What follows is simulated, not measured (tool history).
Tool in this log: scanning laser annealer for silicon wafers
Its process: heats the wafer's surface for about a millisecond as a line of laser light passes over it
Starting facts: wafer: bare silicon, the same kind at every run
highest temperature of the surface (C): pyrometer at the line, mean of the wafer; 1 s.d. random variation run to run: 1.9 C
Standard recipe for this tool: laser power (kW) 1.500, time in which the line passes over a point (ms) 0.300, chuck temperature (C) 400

run	hour	laser power (kW)	time in which the line passes over a point (ms)	chuck temperature (C)	highest temperature of the surface (C)
1	0.0	1.500	0.300	400	1196
2	19.3	1.500	0.287	400	1176
3	36.1	1.500	0.287	400	1174
4	59.7	1.500	0.300	400	1191
5	80.7	1.500	0.303	400	1196
6	94.2	1.500	0.303	400	1198
7	121.1	1.500	0.300	400	1190
8	135.8	1.500	0.300	400	1190
9	162.0	1.500	0.300	400	1193
10	185.9	1.500	0.300	400	1189
11	206.3	1.500	0.300	370	1162
12	225.5	1.500	0.300	370	1154
13	245.0	1.500	0.300	370	1160

Estimate the outcome of run 14 from the log above:
14	257.4	1.500	0.300	370	?

highest temperature of the surface (C): 1157
Minus the tool's unlogged condition, the same run would have read highest temperature of the surface (C) 1185.

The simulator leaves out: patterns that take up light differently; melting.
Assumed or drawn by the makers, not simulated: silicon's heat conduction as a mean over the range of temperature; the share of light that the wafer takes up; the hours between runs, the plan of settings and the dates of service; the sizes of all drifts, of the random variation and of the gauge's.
